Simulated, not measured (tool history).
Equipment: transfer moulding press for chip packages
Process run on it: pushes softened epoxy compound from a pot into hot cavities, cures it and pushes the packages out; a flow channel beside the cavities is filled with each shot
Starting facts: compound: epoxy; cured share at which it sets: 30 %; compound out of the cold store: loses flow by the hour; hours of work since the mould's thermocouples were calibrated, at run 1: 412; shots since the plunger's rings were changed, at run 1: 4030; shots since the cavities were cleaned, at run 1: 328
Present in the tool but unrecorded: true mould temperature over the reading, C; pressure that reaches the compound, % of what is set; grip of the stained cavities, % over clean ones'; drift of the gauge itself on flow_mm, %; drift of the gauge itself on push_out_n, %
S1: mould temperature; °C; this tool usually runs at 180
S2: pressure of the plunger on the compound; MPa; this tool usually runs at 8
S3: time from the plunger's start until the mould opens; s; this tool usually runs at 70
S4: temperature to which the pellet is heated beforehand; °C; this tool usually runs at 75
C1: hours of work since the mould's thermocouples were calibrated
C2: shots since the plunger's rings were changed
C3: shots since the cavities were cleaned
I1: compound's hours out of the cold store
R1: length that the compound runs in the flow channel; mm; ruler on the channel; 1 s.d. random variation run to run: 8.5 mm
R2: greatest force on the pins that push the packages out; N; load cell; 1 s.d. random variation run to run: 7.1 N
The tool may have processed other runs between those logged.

run 1 day=0 | S1=180 S2=8 S3=70 S4=75 | C1=412 C2=4030 C3=328 | I1=42.7 | R1=851 R2=400
-- day=0.683 cavities cleaned with cleaning compound and waxed
-- day=2.225 plunger's sealing rings changed
-- day=2.288 cavities cleaned with cleaning compound and waxed
run 2 day=2.433 | S1=180 S2=8 S3=70 S4=75 | C1=446 C2=52 C3=52 | I1=21.3 | R1=976 R2=334
-- day=3.8 cavities cleaned with cleaning compound and waxed
-- day=5.292 cavities cleaned with cleaning compound and waxed
run 3 day=5.392 | S1=180 S2=8 S3=70 S4=75 | C1=491 C2=1065 C3=36 | I1=37.4 | R1=922 R2=319
-- day=6.892 cavities cleaned with cleaning compound and waxed
-- day=8.479 cavities cleaned with cleaning compound and waxed
run 4 day=8.479 | S1=180 S2=9.39 S3=70 S4=75 | C1=537 C2=2122 C3=0 | I1=8.5 | R1=1038 R2=331
-- day=10 cavities cleaned with cleaning compound and waxed
-- day=11.588 cavities cleaned with cleaning compound and waxed
run 5 day=11.679 | S1=180 S2=9.39 S3=70 S4=75 | C1=586 C2=3221 C3=33 | I1=27.5 | R1=971 R2=349
-- day=13.012 mould's thermocouples calibrated
-- day=13.317 cavities cleaned with cleaning compound and waxed
-- day=14.988 cavities cleaned with cleaning compound and waxed
run 6 day=15.479 | S1=180 S2=7.07 S3=70 S4=75 | C1=37 C2=4504 C3=175 | I1=8.2 | R1=851 R2=375
-- day=16.288 plunger's sealing rings changed
-- day=16.662 cavities cleaned with cleaning compound and waxed
-- day=18.429 cavities cleaned with cleaning compound and waxed
run 7 day=18.638 | S1=180 S2=7.07 S3=70 S4=75 | C1=83 C2=795 C3=75 | I1=47.4 | R1=844 R2=304
-- day=20.075 cavities cleaned with cleaning compound and waxed
run 8 day=20.312 | S1=180 S2=7.07 S3=70 S4=75 | C1=108 C2=1371 C3=85 | I1=47.2 | R1=842 R2=315
-- day=21.542 cavities cleaned with cleaning compound and waxed
-- day=23.046 cavities cleaned with cleaning compound and waxed
run 9 day=23.1 | S1=180 S2=8.74 S3=70 S4=75 | C1=150 C2=2321 C3=19 | I1=12.2 | R1=992 R2=321
-- day=24.583 cavities cleaned with cleaning compound and waxed
run 10 day=25.962 | S1=179 S2=8.74 S3=70 S4=75 | C1=194 C2=3321 C3=491 | I1=23.5 | R1=950 R2=495
-- day=26.196 cavities cleaned with cleaning compound and waxed
-- day=27.825 cavities cleaned with cleaning compound and waxed
-- day=29.35 cavities cleaned with cleaning compound and waxed
run 11 day=29.412 | S1=179 S2=8.74 S3=70 S4=75 | C1=245 C2=4488 C3=23 | I1=16.1 | R1=940 R2=334
-- day=30.246 plunger's sealing rings changed
-- day=30.9 cavities cleaned with cleaning compound and waxed
run 12 day=31.621 | S1=180 S2=8 S3=70 S4=75 | C1=277 C2=470 C3=258 | I1=44.6 | R1=917 R2=392
-- day=32.654 cavities cleaned with cleaning compound and waxed
-- day=34.233 cavities cleaned with cleaning compound and waxed
run 13 day=35.196 | S1=180 S2=8 S3=70 S4=75 | C1=332 C2=1703 C3=344 | I1=29.8 | R1=916 R2=411

Run 14 is up next; what results do you expect?
-- day=35.704 cavities cleaned with cleaning compound and waxed
-- day=37.158 cavities cleaned with cleaning compound and waxed
run 14 day=38.404 | S1=180 S2=8 S3=70 S4=75 | C1=380 C2=2804 C3=445 | I1=36.6 | R1=? R2=?

R1: 897 mm
R2: 425 N
With no hidden state in the tool, this same run would have given R1 938 mm, R2 279 N.

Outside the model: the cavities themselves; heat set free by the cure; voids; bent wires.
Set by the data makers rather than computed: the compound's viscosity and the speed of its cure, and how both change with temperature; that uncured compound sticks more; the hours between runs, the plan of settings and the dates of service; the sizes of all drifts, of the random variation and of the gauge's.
